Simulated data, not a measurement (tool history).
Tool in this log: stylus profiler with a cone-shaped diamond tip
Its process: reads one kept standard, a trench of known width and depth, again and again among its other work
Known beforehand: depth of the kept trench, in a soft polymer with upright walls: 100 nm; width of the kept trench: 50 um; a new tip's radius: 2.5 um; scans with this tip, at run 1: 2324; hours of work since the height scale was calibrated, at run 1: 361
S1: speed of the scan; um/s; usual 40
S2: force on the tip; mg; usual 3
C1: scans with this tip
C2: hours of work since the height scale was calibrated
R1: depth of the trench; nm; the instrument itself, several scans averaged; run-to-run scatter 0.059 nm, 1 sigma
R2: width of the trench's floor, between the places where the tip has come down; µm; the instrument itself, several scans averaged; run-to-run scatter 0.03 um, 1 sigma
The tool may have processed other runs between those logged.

run,hour,S1,S2,C1,C2,R1,R2
1,0,40,3,2324,361,101.14,48.43
2,42.6,40,2.82,2484,386,101,48.41
3,80.8,40,3,2628,408,101.06,48.39
4,113.3,12,3,2750,427,101.1,48.45
5,153.6,12,4.67,2902,451,101.43,48.5
6,183.9,40,6.39,3015,469,101.83,48.47
7,205,40,3,3095,481,100.98,48.36
8,235.6,44,3,3210,499,101.03,48.36
9,276.9,44,3,3365,523,100.93,48.36
10,318,44,3,3520,547,100.99,48.37
11,344.4,44,3,3619,562,100.99,48.32
12,369.3,44,3,3712,577,101.01,48.33
13,413.6,40,3.94,3879,603,101.19,48.39
14,460.7,40,3,4056,630,100.95,48.35
15,499.6,16,6.82,4202,653,101.83,48.41
16,530.6,16,6.82,4319,671,101.78,48.39
17,567.7,74,3,4458,693,100.99,48.32
18,595.6,56,4.64,4563,709,101.21,48.34
19,626.1,25,2.36,4678,727,100.84,48.34
20,660.7,13,4.34,4808,747,101.16,48.41
21,692.7,111,3.41,4928,766,100.92,48.23
22,720.7,111,3.41,5033,782,101.03,48.17
23,753,111,3.41,5155,801,101.05,48.22
24,789.7,33,2.78,5293,823,100.77,48.37
25,833.3,33,2.78,5457,848,100.82,48.31
26,872.2,43,4.38,5603,871,101.09,48.27
27,898.7,97,1.33,5703,886,100.38,48.07

Predict each of these 4 candidate next runs independently; none follows another, all start after run 27:
A,939.2,137,1.33,5855,910,?,?
B,939.2,59,1.55,5855,910,?,?
C,939.2,24,3.79,5855,910,?,?
D,939.2,13,3,5855,910,?,?

run,R1,R2
A,100.35,47.99
B,100.37,48.25
C,101.04,48.33
D,100.69,48.33
The same runs, with their run-to-run variation unchanged, on a tool lacking any hidden condition would have given:
run,R1,R2
A,100.7,48.21
B,100.72,48.47
C,101.4,48.55
D,101.05,48.55
